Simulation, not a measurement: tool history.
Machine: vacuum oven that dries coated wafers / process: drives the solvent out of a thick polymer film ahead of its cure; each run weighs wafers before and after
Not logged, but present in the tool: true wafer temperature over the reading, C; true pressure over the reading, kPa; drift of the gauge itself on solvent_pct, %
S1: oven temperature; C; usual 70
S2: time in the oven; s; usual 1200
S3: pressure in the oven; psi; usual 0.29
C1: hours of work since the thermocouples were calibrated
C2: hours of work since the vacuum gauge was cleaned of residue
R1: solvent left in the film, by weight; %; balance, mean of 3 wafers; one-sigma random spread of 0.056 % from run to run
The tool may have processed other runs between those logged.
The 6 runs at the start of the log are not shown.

{"run": 7, "day": 5.088, "S1": 70, "S2": 720, "S3": 0.29, "C1": 1307, "C2": 820, "R1": 4.29}
{"run": 8, "day": 5.683, "S1": 70, "S2": 720, "S3": 0.29, "C1": 1316, "C2": 829, "R1": 4.31}
{"run": 9, "day": 6.529, "S1": 70, "S2": 1200, "S3": 0.29, "C1": 1329, "C2": 842, "R1": 3.15}
{"run": 10, "day": 7.792, "S1": 70, "S2": 1200, "S3": 0.29, "C1": 1349, "C2": 862, "R1": 3.12}
{"run": 11, "day": 8.871, "S1": 70, "S2": 1200, "S3": 0.29, "C1": 1365, "C2": 878, "R1": 3.13}
{"run": 12, "day": 9.825, "S1": 70, "S2": 1200, "S3": 0.157, "C1": 1380, "C2": 893, "R1": 2.25}
{"run": 13, "day": 10.675, "S1": 70, "S2": 1200, "S3": 0.157, "C1": 1393, "C2": 906, "R1": 2.2}
{"run": 14, "day": 11.342, "S1": 70, "S2": 1200, "S3": 0.29, "C1": 1403, "C2": 916, "R1": 3.15}
{"run": 15, "day": 11.95, "S1": 70, "S2": 1200, "S3": 0.29, "C1": 1413, "C2": 925, "R1": 3.16}
{"run": 16, "day": 12.671, "S1": 84, "S2": 1200, "S3": 0.29, "C1": 1424, "C2": 937, "R1": 1.52}
{"run": 17, "day": 13.675, "S1": 84, "S2": 1200, "S3": 0.29, "C1": 1439, "C2": 952, "R1": 1.55}
{"run": 18, "day": 14.725, "S1": 84, "S2": 1200, "S3": 0.29, "C1": 1455, "C2": 968, "R1": 1.49}
{"run": 19, "day": 15.862, "S1": 71, "S2": 1200, "S3": 0.29, "C1": 1473, "C2": 986, "R1": 3.01}
{"run": 20, "day": 16.762, "S1": 70, "S2": 1920, "S3": 0.453, "C1": 1487, "C2": 1000, "R1": 3.88}
{"run": 21, "day": 17.383, "S1": 69, "S2": 1920, "S3": 0.173, "C1": 1496, "C2": 1009, "R1": 1.93}
{"run": 22, "day": 18.658, "S1": 69, "S2": 1920, "S3": 0.173, "C1": 1516, "C2": 1029, "R1": 1.91}

Run 23 comes next. What will it give?
{"run": 23, "day": 19.888, "S1": 81, "S2": 780, "S3": 0.271, "C1": 1535, "C2": 1048, "R1": "?"}

{"run 23": {"R1": 2.01}}
Had the tool carried no hidden state, the very same run would have given R1 1.61 %.
